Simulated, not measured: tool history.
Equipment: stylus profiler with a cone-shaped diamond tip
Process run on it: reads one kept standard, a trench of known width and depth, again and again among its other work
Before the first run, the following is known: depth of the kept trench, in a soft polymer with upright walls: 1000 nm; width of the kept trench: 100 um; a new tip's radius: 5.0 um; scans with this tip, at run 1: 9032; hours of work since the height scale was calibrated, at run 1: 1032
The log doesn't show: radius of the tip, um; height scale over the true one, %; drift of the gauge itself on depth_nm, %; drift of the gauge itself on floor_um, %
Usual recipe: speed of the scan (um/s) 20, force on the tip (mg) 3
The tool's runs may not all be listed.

run   hour  speed of the scan (um/s)  force on the tip (mg)  scans with this tip  hours of work since the height scale was calibrated  depth of the trench (Å)  width of the trench's floor (um)
  1      0                        20                      3                 9032                                                 1032                  10231.7                             90.45
  2   14.6                        20                      3                 9103                                                 1040                  10228.8                             90.42
  3   36.9                        75                      3                 9210                                                 1052                  10233.9                             90.27
  4   49.3                        75                      3                 9270                                                 1059                  10235.9                             90.25
  5     73                        14                      3                 9385                                                 1072                  10236.7                             90.37
  6  100.3                        20                   1.16                 9517                                                 1087                  10150.8                             90.22
  7  121.5                        20                   1.16                 9620                                                 1099                  10152.4                             90.24
  8    142                        49                   1.16                 9719                                                 1110                  10152.8                             90.08
  9    163                        49                   1.16                 9820                                                 1122                  10153.6                             90.05
 10  176.6                        49                   1.16                 9886                                                 1129                  10155.2                             90.05
 11  191.6                        20                      3                 9959                                                 1138                  10235.7                             90.22
 12  205.1                        20                      3                10024                                                 1145                  10239.5                             90.14
 13  221.8                        20                      3                10105                                                 1154                  10237.1                             90.11
 14  247.5                        20                      3                10229                                                 1169                  10239.8                             90.08
 15  269.4                        20                   4.46                10336                                                 1181                    10290                             90.04
 16  289.3                        20                      3                10432                                                 1192                  10241.7                             90.01
 17  305.9                        20                      3                10512                                                 1201                  10241.6                             89.95
 18  329.9                        20                      3                10628                                                 1214                  10238.7                             89.96
 19  349.5                        20                      3                10723                                                 1225                  10241.3                             89.93
 20  376.3                        20                      3                10853                                                 1240                  10243.3                             89.88
 21  397.2                        20                   1.53                10954                                                 1251                  10180.6                             89.82
 22  424.2                        20                   4.51                11085                                                 1266                  10297.1                             89.83
 23  443.4                        71                   2.99                11178                                                 1277                  10239.1                             89.68
 24  470.2                        19                   3.66                11307                                                 1292                  10272.9                             89.76
 25  487.9                        19                   3.66                11393                                                 1302                  10271.5                             89.71
 26  506.3                        19                   3.66                11482                                                 1312                  10272.3                             89.75
 27  523.5                        15                   1.89                11565                                                 1321                  10199.7                             89.65
 28    541                        15                   1.89                11650                                                 1331                  10201.2                             89.66
 29  553.9                        26                   3.09                11713                                                 1338                  10252.2                             89.65
 30  574.4                        26                   3.09                11812                                                 1349                    10255                             89.55
     588.6  -- new tip fitted, height scale calibrated
 31  602.3                        26                   3.09                   66                                                    8                  10178.4                             93.95
 32  625.6                        26                   3.09                  179                                                   20                  10176.4                             93.93
 33  645.9                        26                   3.09                  277                                                   32                  10180.2                             93.82
 34  667.3                         6                   2.18                  381                                                   44                  10144.7                             93.91
 35  679.4                        31                   1.38                  439                                                   50                  10104.5                             93.75
 36  693.5                        29                   1.59                  507                                                   58                  10117.9                              93.7
 37  705.5                        29                   1.59                  565                                                   65                  10117.1                             93.71
 38  729.6                         8                   6.54                  682                                                   78                  10299.5                              93.7
 39  745.9                        78                   1.83                  761                                                   87                    10128                             93.42
 40  772.8                        78                    2.5                  891                                                  102                  10155.7                             93.41
 41  800.5                        78                    2.5                 1025                                                  117                  10158.2                             93.35
 42    816                        14                   1.67                 1100                                                  126                    10120                             93.44
 43  837.2                        23                   5.78                 1203                                                  137                  10282.6                             93.44

4 options for the next run, each taken on its own from the tool as it stands now. Forecast them:
  A   864                         9                   6.29                 1333                                                  152                        ?                                 ?
  B   864                        20                   4.93                 1333                                                  152                        ?                                 ?
  C   864                        65                   1.18                 1333                                                  152                        ?                                 ?
  D   864                        35                    1.1                 1333                                                  152                        ?                                 ?

run  depth of the trench (Å)  width of the trench's floor (um)
  A                  10296.9                             93.35
  B                  10251.8                             93.42
  C                  10102.9                             93.17
  D                  10095.8                              93.3
Take away the tool's hidden state, keep each run's random variation, and the runs would have read:
run  depth of the trench (Å)  width of the trench's floor (um)
  A                  10291.7                             93.92
  B                  10246.6                             93.99
  C                  10097.8                             93.75
  D                  10090.7                             93.87
